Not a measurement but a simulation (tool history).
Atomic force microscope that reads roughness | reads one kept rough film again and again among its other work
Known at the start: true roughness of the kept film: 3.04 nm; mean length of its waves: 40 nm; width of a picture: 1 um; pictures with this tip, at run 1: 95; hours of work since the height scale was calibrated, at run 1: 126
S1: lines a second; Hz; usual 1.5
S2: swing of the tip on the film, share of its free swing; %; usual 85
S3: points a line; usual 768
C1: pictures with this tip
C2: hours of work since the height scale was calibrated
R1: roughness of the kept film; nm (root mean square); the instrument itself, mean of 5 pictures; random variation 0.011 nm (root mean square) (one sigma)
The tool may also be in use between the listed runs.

run 1 day=0 | S1=1.5 S2=85 S3=768 | C1=95 C2=126 | R1=2.596
run 2 day=0.554 | S1=1.5 S2=85 S3=768 | C1=108 C2=133 | R1=2.582
-- day=0.754 new tip fitted
run 3 day=0.825 | S1=1.5 S2=85 S3=768 | C1=2 C2=136 | R1=2.626
run 4 day=1.267 | S1=1.5 S2=85 S3=768 | C1=12 C2=142 | R1=2.663
run 5 day=1.671 | S1=0.88 S2=85 S3=768 | C1=22 C2=147 | R1=2.725
run 6 day=2 | S1=0.88 S2=85 S3=768 | C1=29 C2=151 | R1=2.745
run 7 day=2.475 | S1=0.88 S2=85 S3=768 | C1=40 C2=157 | R1=2.726
run 8 day=2.983 | S1=0.86 S2=85 S3=768 | C1=52 C2=163 | R1=2.743
run 9 day=3.517 | S1=0.86 S2=85 S3=376 | C1=65 C2=170 | R1=2.724
run 10 day=3.825 | S1=0.86 S2=85 S3=376 | C1=72 C2=173 | R1=2.688
run 11 day=4.179 | S1=0.86 S2=85 S3=376 | C1=80 C2=178 | R1=2.673
run 12 day=4.75 | S1=0.86 S2=85 S3=376 | C1=94 C2=185 | R1=2.678
run 13 day=5.042 | S1=0.86 S2=85 S3=376 | C1=101 C2=188 | R1=2.681
run 14 day=5.45 | S1=1.5 S2=85 S3=609 | C1=110 C2=194 | R1=2.545
-- day=5.554 new tip fitted
run 15 day=5.846 | S1=1.5 S2=85 S3=609 | C1=7 C2=198 | R1=2.642
run 16 day=6.371 | S1=1.5 S2=85 S3=609 | C1=19 C2=205 | R1=2.639
run 17 day=6.675 | S1=1.5 S2=85 S3=609 | C1=26 C2=208 | R1=2.622
run 18 day=7.062 | S1=1.5 S2=85 S3=609 | C1=35 C2=213 | R1=2.623
run 19 day=7.492 | S1=1.5 S2=67 S3=768 | C1=45 C2=218 | R1=2.765
run 20 day=7.992 | S1=1.5 S2=67 S3=768 | C1=57 C2=225 | R1=2.746
run 21 day=8.288 | S1=1.5 S2=64 S3=768 | C1=64 C2=228 | R1=2.787
run 22 day=8.671 | S1=1.5 S2=78 S3=768 | C1=73 C2=233 | R1=2.654
run 23 day=9.083 | S1=1.5 S2=85 S3=768 | C1=83 C2=238 | R1=2.6
run 24 day=9.5 | S1=1.5 S2=85 S3=768 | C1=93 C2=243 | R1=2.576
run 25 day=10.012 | S1=1.5 S2=85 S3=522 | C1=105 C2=250 | R1=2.562
-- day=10.358 new tip fitted
run 26 day=10.571 | S1=1.5 S2=85 S3=472 | C1=5 C2=256 | R1=2.668
run 27 day=10.858 | S1=1.5 S2=85 S3=472 | C1=12 C2=260 | R1=2.657
run 28 day=11.208 | S1=1.5 S2=85 S3=472 | C1=20 C2=264 | R1=2.642
run 29 day=11.733 | S1=1.5 S2=85 S3=472 | C1=32 C2=271 | R1=2.616
run 30 day=12.042 | S1=1.5 S2=87 S3=768 | C1=40 C2=274 | R1=2.615
run 31 day=12.588 | S1=1.11 S2=87 S3=501 | C1=52 C2=281 | R1=2.652
run 32 day=12.946 | S1=1.11 S2=87 S3=501 | C1=61 C2=286 | R1=2.66
run 33 day=13.288 | S1=2.56 S2=64 S3=410 | C1=69 C2=290 | R1=2.71
run 34 day=13.667 | S1=2.56 S2=60 S3=459 | C1=78 C2=294 | R1=2.727
run 35 day=14.1 | S1=2.56 S2=60 S3=459 | C1=88 C2=300 | R1=2.706
run 36 day=14.454 | S1=1.5 S2=57 S3=768 | C1=96 C2=304 | R1=2.775
run 37 day=14.896 | S1=3.94 S2=55 S3=768 | C1=106 C2=310 | R1=2.715

Forecast run 38:
-- day=15.129 new tip fitted
run 38 day=15.246 | S1=0.52 S2=85 S3=768 | C1=2 C2=314 | R1=?

R1: 2.831 nm (root mean square)
Without the tool's hidden state the same run would have given R1 2.827 nm (root mean square).

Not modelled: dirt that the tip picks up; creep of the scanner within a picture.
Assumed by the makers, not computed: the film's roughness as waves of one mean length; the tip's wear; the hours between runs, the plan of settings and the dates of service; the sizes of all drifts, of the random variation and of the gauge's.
